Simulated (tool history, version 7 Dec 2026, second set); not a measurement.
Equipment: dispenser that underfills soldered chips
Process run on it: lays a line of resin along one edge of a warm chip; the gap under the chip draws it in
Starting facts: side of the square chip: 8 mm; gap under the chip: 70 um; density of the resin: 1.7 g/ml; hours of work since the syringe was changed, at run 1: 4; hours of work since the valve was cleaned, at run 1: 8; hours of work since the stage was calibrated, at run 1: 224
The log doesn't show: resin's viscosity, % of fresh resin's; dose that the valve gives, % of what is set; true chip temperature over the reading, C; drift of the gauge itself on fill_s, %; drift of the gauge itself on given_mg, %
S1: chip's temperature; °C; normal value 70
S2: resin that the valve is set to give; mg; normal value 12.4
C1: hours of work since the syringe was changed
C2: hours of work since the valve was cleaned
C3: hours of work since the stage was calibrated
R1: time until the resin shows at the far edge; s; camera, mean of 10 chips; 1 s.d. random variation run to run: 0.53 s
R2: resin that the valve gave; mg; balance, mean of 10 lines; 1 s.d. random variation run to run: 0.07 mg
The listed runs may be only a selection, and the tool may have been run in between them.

Run 1, hour 0.0: usual settings; C1 4; C2 8; C3 224. Result: R1 58.9 s, R2 12.44 mg.
At hour 6.3: new syringe of resin.
Run 2, hour 8.8: usual settings but S1 76 °C; C1 2; C2 13; C3 230. Result: R1 36.0 s, R2 12.23 mg.
At hour 19.3: new syringe of resin.
Run 3, hour 19.4: usual settings; C1 0; C2 20; C3 236. Result: R1 46.5 s, R2 12.02 mg.
Run 4, hour 25.7: usual settings; C1 4; C2 24; C3 240. Result: R1 58.0 s, R2 12.18 mg.
At hour 32.7: new syringe of resin.
Run 5, hour 36.8: usual settings; C1 3; C2 30; C3 247. Result: R1 54.5 s, R2 12.00 mg.
At hour 45.9: new syringe of resin.
Run 6, hour 46.1: usual settings; C1 0; C2 36; C3 252. Result: R1 48.3 s, R2 11.99 mg.
At hour 58.7: new syringe of resin.
Run 7, hour 58.7: usual settings; C1 0; C2 44; C3 260. Result: R1 48.0 s, R2 11.84 mg.
Run 8, hour 65.4: usual settings; C1 4; C2 48; C3 264. Result: R1 59.7 s, R2 11.86 mg.
At hour 72.0: new syringe of resin.
Run 9, hour 73.8: usual settings but S1 71 °C; C1 1; C2 53; C3 269. Result: R1 48.0 s, R2 11.66 mg.
Run 10, hour 83.2: usual settings but S1 60 °C, S2 11.6 mg; C1 7; C2 59; C3 275. Result: R1 121.2 s, R2 11.01 mg.
At hour 85.1: new syringe of resin.
Run 11, hour 95.4: usual settings but S1 60 °C, S2 11.6 mg; C1 6; C2 66; C3 283. Result: R1 120.3 s, R2 10.94 mg.
At hour 98.2: new syringe of resin.
Run 12, hour 102.8: usual settings but S1 60 °C, S2 11.6 mg; C1 3; C2 71; C3 287. Result: R1 98.6 s, R2 10.85 mg.
Run 13, hour 109.6: usual settings but S1 80 °C, S2 13.8 mg; C1 7; C2 75; C3 291. Result: R1 41.2 s, R2 12.73 mg.
At hour 110.9: new syringe of resin.
Run 14, hour 118.5: usual settings but S1 80 °C, S2 13.8 mg; C1 5; C2 81; C3 297. Result: R1 36.2 s, R2 12.63 mg.
At hour 124.3: new syringe of resin.
Run 15, hour 124.4: usual settings but S2 10.6 mg; C1 0; C2 84; C3 300. Result: R1 50.7 s, R2 9.78 mg.
At hour 130.9: dispensing valve cleaned and set on the balance.
Run 16, hour 135.6: usual settings but S2 10.6 mg; C1 6; C2 3; C3 307. Result: R1 68.9 s, R2 10.57 mg.
At hour 138.6: new syringe of resin.
Run 17, hour 143.7: usual settings but S2 10.6 mg; C1 3; C2 8; C3 312. Result: R1 57.9 s, R2 10.51 mg.

Below, some changes in R1 between adjacent runs. For each, the amount present without the hidden state too (settings, incoming material, random variation) and the amount remaining for the hidden state with gauge scatter not shared by both compared results:
Run 9 -> 10: S1 71 -> 60, S2 12.4 -> 11.6. R1 +73.2 s: hidden state +38.1, all else +35.1.
